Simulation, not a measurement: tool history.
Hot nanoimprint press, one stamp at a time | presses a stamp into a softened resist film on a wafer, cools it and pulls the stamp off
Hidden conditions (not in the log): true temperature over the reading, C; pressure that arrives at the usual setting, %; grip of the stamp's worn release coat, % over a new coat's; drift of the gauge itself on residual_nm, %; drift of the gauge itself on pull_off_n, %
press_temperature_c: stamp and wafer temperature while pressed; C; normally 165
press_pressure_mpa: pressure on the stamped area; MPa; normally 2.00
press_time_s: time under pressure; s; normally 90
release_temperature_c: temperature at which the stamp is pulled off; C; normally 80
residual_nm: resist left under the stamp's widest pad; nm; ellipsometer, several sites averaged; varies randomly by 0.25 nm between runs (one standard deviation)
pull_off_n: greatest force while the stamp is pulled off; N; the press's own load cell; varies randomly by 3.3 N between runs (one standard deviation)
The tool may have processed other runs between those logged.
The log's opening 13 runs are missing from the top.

run,hour,press_temperature_c,press_pressure_mpa,press_time_s,release_temperature_c,hours of work since the thermocouple was calibrated,imprints on the stamp's release coat,hours of work since the press's seals were changed,residual_nm,pull_off_n
# hour 560.5: stamp cleaned and given a new release coat
14,600.4,157,2.00,90,80,117,115,45,172.5,184
15,639.9,157,2.00,90,80,135,229,63,172.3,185
16,670.4,165,1.80,90,75,149,317,77,143.2,198
17,726.3,165,1.80,90,75,175,479,103,143.3,200
18,753.3,165,1.80,90,75,187,557,115,143.8,199
19,805.0,165,2.27,161,75,211,707,139,105.5,209
20,839.5,165,2.27,78,72,227,807,155,138.1,222
21,876.6,162,2.45,138,72,244,914,172,120.8,225
22,937.9,162,2.45,138,72,273,1091,200,121.3,237
# hour 944.2: plate thermocouple calibrated
23,981.0,165,2.00,156,80,17,1207,219,111.9,231
24,1029.9,160,2.00,156,80,40,1348,242,133.3,237
# hour 1048.7: stamp cleaned and given a new release coat
25,1084.2,160,2.00,148,80,62,103,264,136.1,180
26,1133.3,160,1.35,148,80,85,245,287,157.1,186
27,1191.8,160,1.35,148,80,112,414,314,157.3,190
28,1234.0,160,1.35,148,80,131,536,333,157.7,194
29,1264.6,157,2.00,100,70,145,625,347,168.9,221
30,1308.1,154,2.73,100,70,165,750,367,166.7,219

3 options for the next run, each taken on its own from the tool as it stands now. Forecast them:
A,1370.1,165,2.00,68,80,194,930,396,?,?
B,1370.1,166,2.00,90,80,194,930,396,?,?
C,1370.1,168,2.73,100,70,194,930,396,?,?

run,residual_nm,pull_off_n
A,151.4,219
B,134.6,214
C,106.1,238
Without the tool's unlogged condition, the same runs would have read:
run,residual_nm,pull_off_n
A,149.3,177
B,132.5,174
C,104.0,193
